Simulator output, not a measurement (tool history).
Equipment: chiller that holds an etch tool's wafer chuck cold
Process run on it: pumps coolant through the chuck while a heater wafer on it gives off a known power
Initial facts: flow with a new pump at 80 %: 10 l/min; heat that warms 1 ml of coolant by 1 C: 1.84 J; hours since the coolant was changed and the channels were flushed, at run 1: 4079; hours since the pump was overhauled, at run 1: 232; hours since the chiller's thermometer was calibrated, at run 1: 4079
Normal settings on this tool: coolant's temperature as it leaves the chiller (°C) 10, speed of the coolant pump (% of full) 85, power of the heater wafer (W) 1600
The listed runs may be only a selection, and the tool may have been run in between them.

run	hour	coolant's temperature as it leaves the chiller (°C)	speed of the coolant pump (% of full)	power of the heater wafer (W)	hours since the coolant was changed and the channels were flushed	hours since the pump was overhauled	hours since the chiller's thermometer was calibrated	chuck's temperature once it has settled (°C)	how much warmer the coolant comes back (C)
1	0	10	85	1600	4079	232	4079	20.1	4.87
2	80.5	14	85	1600	4160	313	4160	24.3	4.89
3	183.9	10	97	1600	4263	416	4263	19.4	4.31
4	293.7	4	85	1600	4373	526	4373	14	4.93
5	418.2	4	85	1600	4498	651	4498	14.3	4.91
6	513.7	4	85	1932	4593	746	4593	16.4	5.92
7	600.3	4	85	1932	4680	833	4680	16.4	5.98
8	714.9	12	85	1600	4794	947	4794	22.2	4.88
9	807.1	10	85	1600	4886	1039	4886	20.2	4.94
10	897.6	10	85	1600	4977	1130	4977	20.3	4.91
11	1012.4	10	85	1600	5092	1245	5092	20.2	4.85
12	1116.6	10	85	1600	5196	1349	5196	20.2	4.9
13	1172.8	4	88	825	5252	1405	5252	9	2.44
14	1283.7	17	81	823	5363	1516	5363	22.5	2.69
15	1362.4	10	87	1600	5442	1595	5442	20.2	4.76
16	1434.8	10	69	2377	5514	1667	5514	27.9	9.04
17	1534.4	10	85	1830	5614	1767	5614	21.6	5.56
18	1644.9	12	85	1035	5724	1877	5724	18.6	3.16
19	1734.8	13	61	1298	5814	1967	5814	23.8	5.68
20	1830.3	11	63	1600	5910	2063	5910	23.9	6.77
# hour 1837.7: chiller's thermometer calibrated
# hour 1877: coolant changed, channels flushed
21	1900.1	11	75	880	23	2125	56	17.4	3.1
22	1966.7	1	85	889	90	2192	123	6.5	2.75
23	2070.6	10	61	1452	194	2296	227	22.1	6.27

What if the next run were any one of these 3? Each begins from the tool's condition after run 23:
A	2151.8	12	76	1452	275	2377	308	?	?
B	2151.8	18	80	1426	275	2377	308	?	?
C	2151.8	10	71	1065	275	2377	308	?	?

run	chuck's temperature once it has settled (°C)	how much warmer the coolant comes back (C)
A	22.1	4.99
B	27.6	4.65
C	17.8	3.97
Take away the tool's hidden state, keep each run's random variation, and the runs would have read:
run	chuck's temperature once it has settled (°C)	how much warmer the coolant comes back (C)
A	22.1	4.99
B	27.6	4.65
C	17.8	3.96
